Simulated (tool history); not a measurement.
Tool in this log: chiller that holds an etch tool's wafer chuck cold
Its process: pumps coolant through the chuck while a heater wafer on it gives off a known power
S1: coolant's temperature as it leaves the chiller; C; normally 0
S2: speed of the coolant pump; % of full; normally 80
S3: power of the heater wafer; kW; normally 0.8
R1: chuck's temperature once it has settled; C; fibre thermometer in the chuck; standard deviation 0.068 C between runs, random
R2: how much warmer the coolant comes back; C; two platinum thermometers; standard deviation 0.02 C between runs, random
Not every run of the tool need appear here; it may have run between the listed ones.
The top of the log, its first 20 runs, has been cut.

-- hour=1866.9 chiller's thermometer calibrated, once more
run 21 hour=1966.7 | S1=6 S2=90 S3=0.593 | R1=11.51 R2=1.5
run 22 hour=2046.6 | S1=0 S2=80 S3=0.709 | R1=7.37 R2=2.03
run 23 hour=2156.2 | S1=0 S2=81 S3=0.416 | R1=4.09 R2=1.19
run 24 hour=2259.5 | S1=0 S2=81 S3=0.416 | R1=4.2 R2=1.19
run 25 hour=2314.9 | S1=-1 S2=66 S3=0.672 | R1=7.08 R2=2.41
run 26 hour=2423.3 | S1=5 S2=66 S3=0.613 | R1=12.41 R2=2.24
run 27 hour=2500.5 | S1=0 S2=98 S3=0.715 | R1=6.22 R2=1.68
run 28 hour=2590.4 | S1=0 S2=98 S3=0.715 | R1=6.25 R2=1.67
run 29 hour=2708.9 | S1=0 S2=62 S3=0.454 | R1=5.71 R2=1.77
run 30 hour=2763.9 | S1=0 S2=62 S3=0.454 | R1=5.77 R2=1.77
run 31 hour=2865.5 | S1=0 S2=62 S3=0.454 | R1=5.87 R2=1.75

Below are 4 alternative next runs, each starting from the tool's condition after run 31. Predict each:
run A hour=2934.5 | S1=0 S2=71 S3=0.454 | R1=? R2=?
run B hour=2934.5 | S1=0 S2=78 S3=0.8 | R1=? R2=?
run C hour=2934.5 | S1=4 S2=62 S3=0.82 | R1=? R2=?
run D hour=2934.5 | S1=-2 S2=62 S3=0.454 | R1=? R2=?

run=A R1=5.24 R2=1.53
run=B R1=8.34 R2=2.41
run=C R1=14.38 R2=3.19
run=D R1=3.74 R2=1.77
Without the tool's hidden state the same runs would have given:
run=A R1=4.81 R2=1.44
run=B R1=7.61 R2=2.26
run=C R1=13.47 R2=2.99
run=D R1=3.25 R2=1.66

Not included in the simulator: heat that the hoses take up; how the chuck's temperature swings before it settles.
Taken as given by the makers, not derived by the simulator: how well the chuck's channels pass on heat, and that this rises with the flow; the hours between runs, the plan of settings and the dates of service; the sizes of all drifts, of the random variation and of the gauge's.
